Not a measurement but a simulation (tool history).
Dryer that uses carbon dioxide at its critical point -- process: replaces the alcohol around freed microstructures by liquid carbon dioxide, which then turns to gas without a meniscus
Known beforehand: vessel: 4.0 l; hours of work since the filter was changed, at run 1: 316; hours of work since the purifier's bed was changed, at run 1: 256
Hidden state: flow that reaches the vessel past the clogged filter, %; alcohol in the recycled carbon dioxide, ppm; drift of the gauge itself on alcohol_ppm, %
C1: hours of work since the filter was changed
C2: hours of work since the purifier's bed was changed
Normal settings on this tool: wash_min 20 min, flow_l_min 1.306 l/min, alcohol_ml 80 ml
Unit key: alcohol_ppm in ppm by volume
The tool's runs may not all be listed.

run 1 hour=0 | wash_min=20 flow_l_min=1.306 alcohol_ml=80 | C1=316 C2=256 | alcohol_ppm=87
run 2 hour=13.8 | wash_min=20 flow_l_min=1.306 alcohol_ml=80 | C1=321 C2=261 | alcohol_ppm=92
run 3 hour=31.9 | wash_min=20 flow_l_min=1.306 alcohol_ml=29 | C1=327 C2=267 | alcohol_ppm=40
run 4 hour=44.2 | wash_min=20 flow_l_min=1.306 alcohol_ml=29 | C1=331 C2=271 | alcohol_ppm=71
run 5 hour=54.7 | wash_min=20 flow_l_min=1.306 alcohol_ml=29 | C1=335 C2=275 | alcohol_ppm=60
run 6 hour=67.2 | wash_min=20 flow_l_min=1.306 alcohol_ml=29 | C1=339 C2=279 | alcohol_ppm=57
run 7 hour=81.9 | wash_min=20 flow_l_min=1.306 alcohol_ml=80 | C1=344 C2=284 | alcohol_ppm=96
run 8 hour=97.2 | wash_min=20 flow_l_min=1.306 alcohol_ml=80 | C1=350 C2=290 | alcohol_ppm=94
run 9 hour=118.4 | wash_min=20 flow_l_min=1.306 alcohol_ml=80 | C1=357 C2=297 | alcohol_ppm=101
run 10 hour=134.9 | wash_min=20 flow_l_min=1.306 alcohol_ml=80 | C1=363 C2=303 | alcohol_ppm=98
run 11 hour=143.8 | wash_min=26 flow_l_min=1.306 alcohol_ml=80 | C1=366 C2=306 | alcohol_ppm=38
run 12 hour=163.8 | wash_min=19 flow_l_min=1.306 alcohol_ml=80 | C1=373 C2=313 | alcohol_ppm=129
run 13 hour=183.4 | wash_min=19 flow_l_min=1.306 alcohol_ml=80 | C1=379 C2=320 | alcohol_ppm=123
run 14 hour=202.9 | wash_min=19 flow_l_min=1.306 alcohol_ml=80 | C1=386 C2=326 | alcohol_ppm=130
run 15 hour=215.2 | wash_min=19 flow_l_min=1.306 alcohol_ml=80 | C1=391 C2=331 | alcohol_ppm=126
run 16 hour=225.1 | wash_min=19 flow_l_min=1.306 alcohol_ml=80 | C1=394 C2=334 | alcohol_ppm=132
run 17 hour=242.8 | wash_min=20 flow_l_min=1.306 alcohol_ml=56 | C1=400 C2=340 | alcohol_ppm=90
run 18 hour=260.3 | wash_min=24 flow_l_min=1.306 alcohol_ml=56 | C1=406 C2=346 | alcohol_ppm=47
run 19 hour=274.4 | wash_min=20 flow_l_min=1.306 alcohol_ml=90 | C1=411 C2=351 | alcohol_ppm=112
run 20 hour=295.3 | wash_min=22 flow_l_min=1.75 alcohol_ml=75 | C1=418 C2=359 | alcohol_ppm=34
run 21 hour=308.4 | wash_min=19 flow_l_min=1.306 alcohol_ml=60 | C1=423 C2=363 | alcohol_ppm=107

Run 22 is up next; what results do you expect?
run 22 hour=320.6 | wash_min=19 flow_l_min=1.54 alcohol_ml=37 | C1=427 C2=367 | alcohol_ppm=?

alcohol_ppm: 46 ppm by volume
The same run, on a tool lacking any hidden state, would have yielded alcohol_ppm 6 ppm by volume.
